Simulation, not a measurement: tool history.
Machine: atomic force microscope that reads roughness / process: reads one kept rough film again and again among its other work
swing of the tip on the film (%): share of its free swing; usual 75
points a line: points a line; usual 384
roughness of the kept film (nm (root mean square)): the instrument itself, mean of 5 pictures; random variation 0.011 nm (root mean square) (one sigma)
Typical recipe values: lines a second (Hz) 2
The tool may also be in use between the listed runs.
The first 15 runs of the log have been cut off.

run	day	lines a second (Hz)	swing of the tip on the film (%)	points a line	roughness of the kept film (nm (root mean square))
16	4.617	2	61	371	2.561
17	4.971	2	61	371	2.526
18	5.238	1.58	75	429	2.415
19	5.504	1.58	75	429	2.404
20	5.788	1.58	75	429	2.401
# day 6.075: new tip fitted
21	6.225	3.24	74	545	2.434
22	6.462	2	78	402	2.531
23	6.792	3.96	78	492	2.203
24	7.067	0.81	78	786	2.763
25	7.375	0.53	78	356	2.808
26	7.596	2	71	280	2.618
27	7.846	2.5	71	1008	2.56
28	8.112	2.5	71	1008	2.552
29	8.404	2.5	71	1008	2.539
30	8.683	2.65	72	480	2.485

Alternative continuations, all from the tool just after run 30; predict every row:
A	9.133	2.65	82	480	?
B	9.133	1.45	65	384	?
C	9.133	1.62	75	384	?

run	roughness of the kept film (nm (root mean square))
A	2.253
B	2.725
C	2.588
Without the tool's unlogged condition, the same runs would have read:
run	roughness of the kept film (nm (root mean square))
A	2.333
B	2.821
C	2.68
